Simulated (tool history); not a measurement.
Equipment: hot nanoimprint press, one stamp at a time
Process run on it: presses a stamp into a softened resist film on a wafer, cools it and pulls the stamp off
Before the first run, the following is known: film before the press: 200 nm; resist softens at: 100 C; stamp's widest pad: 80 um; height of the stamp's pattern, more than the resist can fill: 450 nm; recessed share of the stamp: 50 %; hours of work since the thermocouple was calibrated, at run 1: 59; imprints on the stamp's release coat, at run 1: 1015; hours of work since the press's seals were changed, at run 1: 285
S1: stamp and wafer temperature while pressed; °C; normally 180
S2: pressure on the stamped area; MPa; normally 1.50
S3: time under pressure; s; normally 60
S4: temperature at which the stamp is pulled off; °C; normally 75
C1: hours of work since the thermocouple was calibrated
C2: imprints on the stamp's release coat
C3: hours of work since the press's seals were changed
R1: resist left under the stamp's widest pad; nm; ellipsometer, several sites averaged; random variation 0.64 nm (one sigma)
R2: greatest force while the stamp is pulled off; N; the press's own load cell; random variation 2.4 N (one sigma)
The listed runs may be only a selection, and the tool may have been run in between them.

run	hour	S1	S2	S3	S4	C1	C2	C3	R1	R2
1	0.0	180	1.50	60	75	59	1015	285	115.0	114
2	5.3	180	1.50	120	75	63	1038	289	91.5	110
3	15.2	180	1.50	120	75	70	1081	297	91.2	115
4	22.5	180	1.50	120	75	75	1112	302	92.1	112
5	30.7	169	1.50	60	75	82	1147	308	160.1	108
6	40.6	169	1.50	60	75	89	1189	315	159.5	114
7	49.6	180	1.50	60	63	95	1228	322	115.3	137
8	54.8	180	1.50	60	63	99	1250	326	115.4	135
9	65.7	180	1.50	60	63	107	1297	334	115.0	139
10	73.5	180	1.50	60	63	113	1330	340	114.5	140
11	78.4	180	1.50	60	75	117	1351	343	114.0	114
12	84.1	180	1.50	60	75	121	1375	347	113.8	117
13	94.4	180	1.50	60	70	128	1420	355	114.7	121
14	101.1	180	1.50	60	75	133	1448	360	115.4	111
15	110.2	170	2.18	60	75	140	1487	367	138.4	116
16	121.1	186	2.18	60	75	148	1534	375	77.2	111
17	129.6	180	1.31	120	75	154	1570	381	97.7	111
18	137.1	180	0.94	45	75	160	1602	386	148.6	114
19	143.2	180	0.98	60	81	164	1628	391	135.1	100
20	148.4	177	2.06	108	79	168	1651	395	91.3	106
21	155.2	177	2.06	108	79	173	1680	400	90.2	106
22	166.3	180	0.95	60	75	181	1727	408	136.7	111
23	176.0	191	1.50	60	61	188	1769	415	76.8	136
24	181.0	189	0.99	110	76	192	1790	419	81.1	112
25	187.4	183	1.50	60	73	197	1818	423	104.1	121
26	195.3	189	1.50	103	81	203	1851	429	67.7	101
27	201.3	186	1.50	97	81	207	1877	434	77.5	100

Predict each of these 3 candidate next runs independently; none follows another, all start after run 27:
A	212.3	190	1.50	97	81	215	1924	442	?	?
B	212.3	174	1.50	100	70	215	1924	442	?	?
C	212.3	180	1.50	55	75	215	1924	442	?	?

run	R1	R2
A	67.0	98
B	121.2	127
C	118.5	113
With the hidden condition removed and each run's random variation left untouched, the same runs would have given:
run	R1	R2
A	67.1	97
B	121.5	125
C	118.8	112
